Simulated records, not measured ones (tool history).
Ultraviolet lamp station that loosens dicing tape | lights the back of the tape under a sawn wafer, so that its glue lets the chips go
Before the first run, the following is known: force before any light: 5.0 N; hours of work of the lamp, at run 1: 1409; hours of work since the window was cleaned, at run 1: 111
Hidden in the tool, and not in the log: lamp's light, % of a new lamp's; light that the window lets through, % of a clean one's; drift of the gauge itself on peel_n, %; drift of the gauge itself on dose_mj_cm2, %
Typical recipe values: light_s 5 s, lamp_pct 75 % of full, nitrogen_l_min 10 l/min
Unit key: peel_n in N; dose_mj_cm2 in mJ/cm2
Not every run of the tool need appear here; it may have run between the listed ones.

run,day,light_s,lamp_pct,nitrogen_l_min,hours of work of the lamp,hours of work since the window was cleaned,peel_n,dose_mj_cm2
1,0,5,75,10,1409,111,1.182,144
2,1.546,4,75,10,1432,134,1.638,117
3,3.538,5,75,10,1461,163,1.273,145
4,5.4,5,75,10,1489,191,1.332,136
5,6.908,5,75,10,1511,213,1.355,135
# day 7.683: lamp changed
6,8.092,5,75,10,6,230,0.98,174
7,10.654,5,75,10,44,268,1.048,169
# day 12.033: window cleaned of glue's vapour
8,13.204,5,75,17,81,17,0.716,198
9,15.408,5,75,10,114,50,0.888,187
10,16.604,5,75,10,131,67,0.861,188
11,17.792,5,75,10,149,85,0.915,184
12,19.9,5,75,10,180,116,0.954,183
13,22.217,5,75,10,214,150,0.963,178
14,24.192,3,75,4,243,179,2.259,101
15,25.283,3,75,4,259,195,2.215,104
16,27.838,9,75,10,297,233,0.436,298
17,29.096,3,99,13,315,252,1.347,128
18,30.875,8,99,16,342,278,0.328,339
# day 31.425: window cleaned of glue's vapour
19,32.912,8,99,16,371,22,0.283,389
20,34.983,8,78,7,402,52,0.488,301
21,36.917,5,62,11,430,81,1.21,145
22,39.312,6,81,9,466,116,0.715,226
23,41.288,6,81,9,495,145,0.747,223
24,43.117,5,73,16,522,172,0.951,160
25,45.292,5,75,7,554,204,1.258,161
26,47.612,7,69,10,588,239,0.759,203

Predict each of these 3 candidate next runs independently; none follows another, all start after run 26:
A,48.829,2,85,5,606,257,?,?
B,48.829,9,89,12,606,257,?,?
C,48.829,3,96,10,606,257,?,?

run,peel_n,dose_mj_cm2
A,2.79,69
B,0.355,330
C,1.593,121
With the hidden condition removed and each run's random variation left untouched, the same runs would have given:
run,peel_n,dose_mj_cm2
A,2.373,89
B,0.28,425
C,1.178,155
